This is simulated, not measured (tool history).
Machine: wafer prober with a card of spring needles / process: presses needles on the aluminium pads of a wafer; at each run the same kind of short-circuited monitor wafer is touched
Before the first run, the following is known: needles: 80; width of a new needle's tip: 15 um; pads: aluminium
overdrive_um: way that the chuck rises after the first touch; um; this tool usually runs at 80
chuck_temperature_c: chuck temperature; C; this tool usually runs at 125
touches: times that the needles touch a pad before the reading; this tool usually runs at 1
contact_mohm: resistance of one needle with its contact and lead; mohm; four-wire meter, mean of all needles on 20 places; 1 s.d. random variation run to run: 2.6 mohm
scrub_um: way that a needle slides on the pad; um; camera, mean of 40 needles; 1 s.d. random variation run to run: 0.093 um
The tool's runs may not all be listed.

run   hour  overdrive_um  chuck_temperature_c  touches  contact_mohm  scrub_um
  1      0            80                  125        1           350      9.34
       3.1  -- tips cleaned on abrasive film
       8.1  -- tips cleaned on abrasive film
      13.1  -- tips cleaned on abrasive film
      17.2  -- tips cleaned on abrasive film
      21.2  -- tips cleaned on abrasive film
  2   21.3            80                  125        1           324      9.03
      25.4  -- tips cleaned on abrasive film
      29.4  -- tips cleaned on abrasive film
      33.5  -- tips cleaned on abrasive film
  3   37.1            80                  125        1           375      8.91
      38.1  -- tips cleaned on abrasive film
      43.2  -- tips cleaned on abrasive film
      47.2  -- tips cleaned on abrasive film
      51.3  -- tips cleaned on abrasive film
      56.3  -- tips cleaned on abrasive film
      60.3  -- tips cleaned on abrasive film
  4   60.4            80                  125        1           317      8.91
      64.5  -- tips cleaned on abrasive film
      69.5  -- tips cleaned on abrasive film
  5   73.2            80                  125        1           386      9.05
      74.3  -- tips cleaned on abrasive film
      77.5  -- height of the first contact set anew
      79.6  -- tips cleaned on abrasive film
      83.6  -- tips cleaned on abrasive film
      87.7  -- tips cleaned on abrasive film
      92.7  -- tips cleaned on abrasive film
      96.7  -- tips cleaned on abrasive film
  6   96.9            80                  125        1           319        10
     100.9  -- tips cleaned on abrasive film
       105  -- tips cleaned on abrasive film
       109  -- tips cleaned on abrasive film
     113.1  -- tips cleaned on abrasive film
  7  116.2            80                  125        1           368     10.02
     117.3  -- tips cleaned on abrasive film
     121.4  -- tips cleaned on abrasive film
     125.4  -- tips cleaned on abrasive film
     129.4  -- tips cleaned on abrasive film
     133.5  -- tips cleaned on abrasive film
  8  133.5            80                  125        1           313      9.73
     138.5  -- tips cleaned on abrasive film
     142.5  -- tips cleaned on abrasive film, once more
     147.5  -- tips cleaned on abrasive film
     151.6  -- tips cleaned on abrasive film
  9  152.3            80                  125        1           327     10.08
     156.3  -- tips cleaned on abrasive film
     160.4  -- tips cleaned on abrasive film
     164.4  -- tips cleaned on abrasive film
     169.5  -- tips cleaned on abrasive film
     174.5  -- tips cleaned on abrasive film
 10  176.1            80                  125        1           343      9.83
     179.1  -- tips cleaned on abrasive film
     183.2  -- tips cleaned on abrasive film
     187.2  -- tips cleaned on abrasive film
     192.2  -- tips cleaned on abrasive film
     197.2  -- tips cleaned on abrasive film
 11  198.8            80                   29        1           322      9.68
     201.8  -- tips cleaned on abrasive film
     205.9  -- tips cleaned on abrasive film
     209.9  -- tips cleaned on abrasive film
     214.9  -- tips cleaned on abrasive film
       219  -- tips cleaned on abrasive film
       223  -- tips cleaned on abrasive film
       227  -- tips cleaned on abrasive film
 12  229.3            80                  125        1           355      9.72
     231.4  -- tips cleaned on abrasive film
     236.4  -- tips cleaned on abrasive film
     241.4  -- tips cleaned on abrasive film
     245.5  -- tips cleaned on abrasive film
 13  246.2            80                   45        1           310      9.76
     250.2  -- tips cleaned on abrasive film
     254.3  -- tips cleaned on abrasive film
     259.3  -- tips cleaned on abrasive film
     263.4  -- tips cleaned on abrasive film
 14  266.6            78                   37        3           308       9.3
     267.7  -- tips cleaned on abrasive film
     271.8  -- tips cleaned on abrasive film
     275.8  -- tips cleaned on abrasive film
     279.8  -- tips cleaned on abrasive film
     284.9  -- tips cleaned on abrasive film
 15  285.8            85                   89        2           311     10.36
     289.8  -- tips cleaned on abrasive film
     293.8  -- tips cleaned on abrasive film
     298.9  -- tips cleaned on abrasive film
     302.9  -- tips cleaned on abrasive film
 16  304.5            80                  125        3           324       9.5
     307.5  -- tips cleaned on abrasive film
     311.6  -- tips cleaned on abrasive film
     316.6  -- tips cleaned on abrasive film
     320.6  -- tips cleaned on abrasive film
     324.7  -- tips cleaned on abrasive film
     328.7  -- tips cleaned on abrasive film
     332.8  -- tips cleaned on abrasive film
 17  333.4            71                   51        3           300      8.44
     337.5  -- tips cleaned on abrasive film
     342.5  -- tips cleaned on abrasive film
     346.5  -- tips cleaned on abrasive film
     351.6  -- tips cleaned on abrasive film
     355.6  -- tips cleaned on abrasive film
 18  355.9            79                   51        2           294      9.26
     359.9  -- tips cleaned on abrasive film
     363.9  -- tips cleaned on abrasive film
       369  -- tips cleaned on abrasive film
 19    372            79                   51        2           338      9.26
     373.1  -- tips cleaned on abrasive film
     378.1  -- tips cleaned on abrasive film
     382.1  -- tips cleaned on abrasive film
     387.2  -- tips cleaned on abrasive film
     391.2  -- tips cleaned on abrasive film
     395.2  -- tips cleaned on abrasive film
 20    396            79                   51        2           305      9.15
       400  -- tips cleaned on abrasive film
     404.1  -- tips cleaned on abrasive film
     409.1  -- tips cleaned on abrasive film
     413.1  -- tips cleaned on abrasive film
     417.2  -- tips cleaned on abrasive film
     421.2  -- tips cleaned on abrasive film
     425.2  -- tips cleaned on abrasive film
 21  425.8            79                   32        2           296       9.1
     429.8  -- tips cleaned on abrasive film
     433.9  -- tips cleaned on abrasive film
     437.9  -- tips cleaned on abrasive film
     441.9  -- tips cleaned on abrasive film
       447  -- tips cleaned on abrasive film
       451  -- tips cleaned on abrasive film
 22    452            87                  121        1           339      10.1
     455.1  -- tips cleaned on abrasive film
     459.1  -- tips cleaned on abrasive film
     463.2  -- tips cleaned on abrasive film
     467.4  -- height of the first contact set anew
     468.5  -- tips cleaned on abrasive film
 23  471.3            72                  121        1           381      8.99
     473.4  -- tips cleaned on abrasive film
     477.5  -- tips cleaned on abrasive film
     482.5  -- tips cleaned on abrasive film
     486.5  -- tips cleaned on abrasive film
 24  489.7            74                   33        2           338      9.22

Some steps in contact_mohm between neighbouring runs. How much of each would the tool show without its hidden state too (settings, what came in, random variation), and how much is left for the hidden state, with any gauge scatter that isn't in both results?
Hidden state at play: debris on the tips, nm; way that the needles fall short of the set height, um; tips' diameter, um; drift of the gauge itself on contact_mohm, %; drift of the gauge itself on scrub_um, %.
Run 4 -> 5: tips cleaned on abrasive film, tips cleaned on abrasive film. contact_mohm +69 mohm: hidden state +68, all else +1.
Run 5 -> 6: tips cleaned on abrasive film, height of the first contact set anew, tips cleaned on abrasive film, tips cleaned on abrasive film, tips cleaned on abrasive film, tips cleaned on abrasive film, tips cleaned on abrasive film. contact_mohm -67 mohm: hidden state -66, all else -1.

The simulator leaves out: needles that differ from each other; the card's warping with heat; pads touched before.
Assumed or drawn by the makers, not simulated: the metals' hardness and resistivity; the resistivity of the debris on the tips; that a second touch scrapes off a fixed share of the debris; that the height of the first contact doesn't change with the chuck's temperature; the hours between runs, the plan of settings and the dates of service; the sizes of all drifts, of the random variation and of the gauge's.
